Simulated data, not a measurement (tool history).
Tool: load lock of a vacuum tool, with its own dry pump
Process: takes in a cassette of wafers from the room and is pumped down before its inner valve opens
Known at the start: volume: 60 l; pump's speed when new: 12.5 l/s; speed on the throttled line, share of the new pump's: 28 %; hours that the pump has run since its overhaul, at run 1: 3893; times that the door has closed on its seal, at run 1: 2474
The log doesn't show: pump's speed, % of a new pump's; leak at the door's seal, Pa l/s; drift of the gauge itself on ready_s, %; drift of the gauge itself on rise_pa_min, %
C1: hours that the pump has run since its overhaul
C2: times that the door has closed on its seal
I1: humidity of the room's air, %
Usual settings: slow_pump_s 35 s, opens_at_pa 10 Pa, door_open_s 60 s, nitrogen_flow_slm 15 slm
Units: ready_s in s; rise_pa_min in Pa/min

Run 1, hour 0: usual settings; C1 3893; C2 2474; I1 46.1. Result: ready_s 71.2 s, rise_pa_min 0.036 Pa/min.
Run 2, hour 191.6: usual settings; C1 4085; C2 2810; I1 46.9. Result: ready_s 70 s, rise_pa_min 0.031 Pa/min.
Run 3, hour 370.6: usual settings; C1 4264; C2 3123; I1 45.7. Result: ready_s 71 s, rise_pa_min 0.039 Pa/min.
Run 4, hour 468.1: usual settings; C1 4362; C2 3294; I1 46.2. Result: ready_s 69.7 s, rise_pa_min 0.036 Pa/min.
Run 5, hour 661.7: usual settings; C1 4555; C2 3633; I1 44.6. Result: ready_s 70.7 s, rise_pa_min 0.04 Pa/min.
Run 6, hour 812.2: usual settings; C1 4706; C2 3896; I1 48.6. Result: ready_s 70.8 s, rise_pa_min 0.04 Pa/min.
Run 7, hour 952.5: usual settings; C1 4846; C2 4142; I1 45.4. Result: ready_s 72.3 s, rise_pa_min 0.039 Pa/min.
Run 8, hour 1040.5: usual settings but slow_pump_s 67 s; C1 4934; C2 4296; I1 44.3. Result: ready_s 94.3 s, rise_pa_min 0.038 Pa/min.
Run 9, hour 1137.3: usual settings but slow_pump_s 67 s; C1 5031; C2 4465; I1 49.5. Result: ready_s 94 s, rise_pa_min 0.042 Pa/min.
Run 10, hour 1267.3: usual settings but slow_pump_s 67 s; C1 5161; C2 4693; I1 43.4. Result: ready_s 94.7 s, rise_pa_min 0.037 Pa/min.
Run 11, hour 1453.7: usual settings but slow_pump_s 67 s; C1 5347; C2 5019; I1 44.5. Result: ready_s 92.3 s, rise_pa_min 0.046 Pa/min.
Run 12, hour 1654.3: usual settings but slow_pump_s 67 s; C1 5548; C2 5370; I1 45.2. Result: ready_s 93.8 s, rise_pa_min 0.045 Pa/min.
Run 13, hour 1798.1: usual settings but door_open_s 58 s; C1 5692; C2 5622; I1 42.8. Result: ready_s 70.8 s, rise_pa_min 0.046 Pa/min.
Run 14, hour 1934.9: usual settings but door_open_s 58 s; C1 5828; C2 5861; I1 40.3. Result: ready_s 71.5 s, rise_pa_min 0.041 Pa/min.
Run 15, hour 2076.7: usual settings but door_open_s 58 s; C1 5970; C2 6109; I1 46. Result: ready_s 71.3 s, rise_pa_min 0.049 Pa/min.
Run 16, hour 2245.3: usual settings but door_open_s 58 s; C1 6139; C2 6404; I1 47.9. Result: ready_s 71.4 s, rise_pa_min 0.051 Pa/min.
Run 17, hour 2387.9: usual settings but door_open_s 58 s; C1 6281; C2 6654; I1 47.1. Result: ready_s 71.8 s, rise_pa_min 0.055 Pa/min.
Run 18, hour 2477.1: usual settings but door_open_s 58 s; C1 6371; C2 6810; I1 47.6. Result: ready_s 72.4 s, rise_pa_min 0.058 Pa/min.
Run 19, hour 2595.5: usual settings but door_open_s 58 s; C1 6489; C2 7017; I1 46.7. Result: ready_s 71.4 s, rise_pa_min 0.056 Pa/min.
Run 20, hour 2679.8: usual settings but opens_at_pa 20 Pa, door_open_s 176 s; C1 6573; C2 7165; I1 43.4. Result: ready_s 68.3 s, rise_pa_min 0.068 Pa/min.
Run 21, hour 2787.6: usual settings but opens_at_pa 7 Pa, door_open_s 101 s, nitrogen_flow_slm 32 slm; C1 6681; C2 7354; I1 44.9. Result: ready_s 73.6 s, rise_pa_min 0.056 Pa/min.
Run 22, hour 2916.1: usual settings but slow_pump_s 21 s, opens_at_pa 7 Pa, door_open_s 101 s, nitrogen_flow_slm 28 slm; C1 6810; C2 7579; I1 50.1. Result: ready_s 63 s, rise_pa_min 0.064 Pa/min.

Run 23 comes next. What will it give?
Run 23, hour 3044.2: usual settings but opens_at_pa 13 Pa; C1 6938; C2 7803; I1 44.6. Result: ready_s ?, rise_pa_min ?.

{"run 23": {"ready_s": 70.6, "rise_pa_min": 0.064}}
Without the tool's hidden state the same run would have given ready_s 68.7 s, rise_pa_min 0.022 Pa/min.
